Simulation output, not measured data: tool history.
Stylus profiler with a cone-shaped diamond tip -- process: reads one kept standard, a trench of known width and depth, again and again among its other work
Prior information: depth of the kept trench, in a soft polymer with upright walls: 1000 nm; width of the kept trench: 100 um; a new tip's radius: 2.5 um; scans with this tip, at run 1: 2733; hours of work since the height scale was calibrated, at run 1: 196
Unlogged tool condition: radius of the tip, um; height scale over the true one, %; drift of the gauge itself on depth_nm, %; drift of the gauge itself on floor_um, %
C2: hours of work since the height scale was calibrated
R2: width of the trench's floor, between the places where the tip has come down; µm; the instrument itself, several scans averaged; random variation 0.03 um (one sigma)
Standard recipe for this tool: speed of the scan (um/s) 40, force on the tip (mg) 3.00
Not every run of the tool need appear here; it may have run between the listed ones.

run 1 day=0.000 | speed_of_the_scan_(um/s)=40 force_on_the_tip_(mg)=3.00 | scans_with_this_tip=2733 C2=196 | depth_of_the_trench_(Å)=10110.6 R2=95.49
run 2 day=0.596 | speed_of_the_scan_(um/s)=40 force_on_the_tip_(mg)=3.00 | scans_with_this_tip=2885 C2=207 | depth_of_the_trench_(Å)=10108.8 R2=95.49
run 3 day=1.275 | speed_of_the_scan_(um/s)=40 force_on_the_tip_(mg)=3.00 | scans_with_this_tip=3058 C2=220 | depth_of_the_trench_(Å)=10108.5 R2=95.46
run 4 day=2.354 | speed_of_the_scan_(um/s)=40 force_on_the_tip_(mg)=2.27 | scans_with_this_tip=3334 C2=240 | depth_of_the_trench_(Å)=10092.6 R2=95.43
run 5 day=3.392 | speed_of_the_scan_(um/s)=40 force_on_the_tip_(mg)=3.00 | scans_with_this_tip=3600 C2=259 | depth_of_the_trench_(Å)=10108.1 R2=95.50
run 6 day=4.171 | speed_of_the_scan_(um/s)=40 force_on_the_tip_(mg)=3.00 | scans_with_this_tip=3799 C2=273 | depth_of_the_trench_(Å)=10110.6 R2=95.45
run 7 day=4.733 | speed_of_the_scan_(um/s)=40 force_on_the_tip_(mg)=3.00 | scans_with_this_tip=3942 C2=283 | depth_of_the_trench_(Å)=10109.5 R2=95.38
run 8 day=5.467 | speed_of_the_scan_(um/s)=40 force_on_the_tip_(mg)=3.00 | scans_with_this_tip=4130 C2=297 | depth_of_the_trench_(Å)=10112.8 R2=95.32
run 9 day=6.158 | speed_of_the_scan_(um/s)=40 force_on_the_tip_(mg)=5.94 | scans_with_this_tip=4307 C2=310 | depth_of_the_trench_(Å)=10173.5 R2=95.45
-- day=6.242 height scale calibrated on a step standard
run 10 day=7.196 | speed_of_the_scan_(um/s)=108 force_on_the_tip_(mg)=5.41 | scans_with_this_tip=4566 C2=17 | depth_of_the_trench_(Å)=10163.5 R2=95.10
run 11 day=7.962 | speed_of_the_scan_(um/s)=108 force_on_the_tip_(mg)=5.41 | scans_with_this_tip=4762 C2=32 | depth_of_the_trench_(Å)=10165.9 R2=95.11
run 12 day=8.558 | speed_of_the_scan_(um/s)=136 force_on_the_tip_(mg)=1.68 | scans_with_this_tip=4914 C2=42 | depth_of_the_trench_(Å)=10078.7 R2=94.55
run 13 day=9.650 | speed_of_the_scan_(um/s)=136 force_on_the_tip_(mg)=2.37 | scans_with_this_tip=5193 C2=63 | depth_of_the_trench_(Å)=10099.5 R2=94.66
run 14 day=10.658 | speed_of_the_scan_(um/s)=136 force_on_the_tip_(mg)=2.37 | scans_with_this_tip=5451 C2=81 | depth_of_the_trench_(Å)=10101.6 R2=94.67
run 15 day=11.421 | speed_of_the_scan_(um/s)=138 force_on_the_tip_(mg)=2.47 | scans_with_this_tip=5645 C2=95 | depth_of_the_trench_(Å)=10100.0 R2=94.66

Difference, measured minus no-hidden-state, one row per run. Run-to-run variation is common to both terms; the gauge's own scatter need not be:
run=1 depth_of_the_trench_(Å)=+2.9 R2=-0.28
run=2 depth_of_the_trench_(Å)=+3.2 R2=-0.29
run=3 depth_of_the_trench_(Å)=+3.5 R2=-0.30
run=4 depth_of_the_trench_(Å)=+4.1 R2=-0.33
run=5 depth_of_the_trench_(Å)=+4.6 R2=-0.34
run=6 depth_of_the_trench_(Å)=+5.0 R2=-0.36
run=7 depth_of_the_trench_(Å)=+5.2 R2=-0.37
run=8 depth_of_the_trench_(Å)=+5.5 R2=-0.39
run=9 depth_of_the_trench_(Å)=+5.9 R2=-0.39
run=10 depth_of_the_trench_(Å)=+7.5 R2=-0.42
run=11 depth_of_the_trench_(Å)=+7.9 R2=-0.43
run=12 depth_of_the_trench_(Å)=+8.1 R2=-0.44
run=13 depth_of_the_trench_(Å)=+8.8 R2=-0.47
run=14 depth_of_the_trench_(Å)=+9.2 R2=-0.48
run=15 depth_of_the_trench_(Å)=+9.5 R2=-0.50

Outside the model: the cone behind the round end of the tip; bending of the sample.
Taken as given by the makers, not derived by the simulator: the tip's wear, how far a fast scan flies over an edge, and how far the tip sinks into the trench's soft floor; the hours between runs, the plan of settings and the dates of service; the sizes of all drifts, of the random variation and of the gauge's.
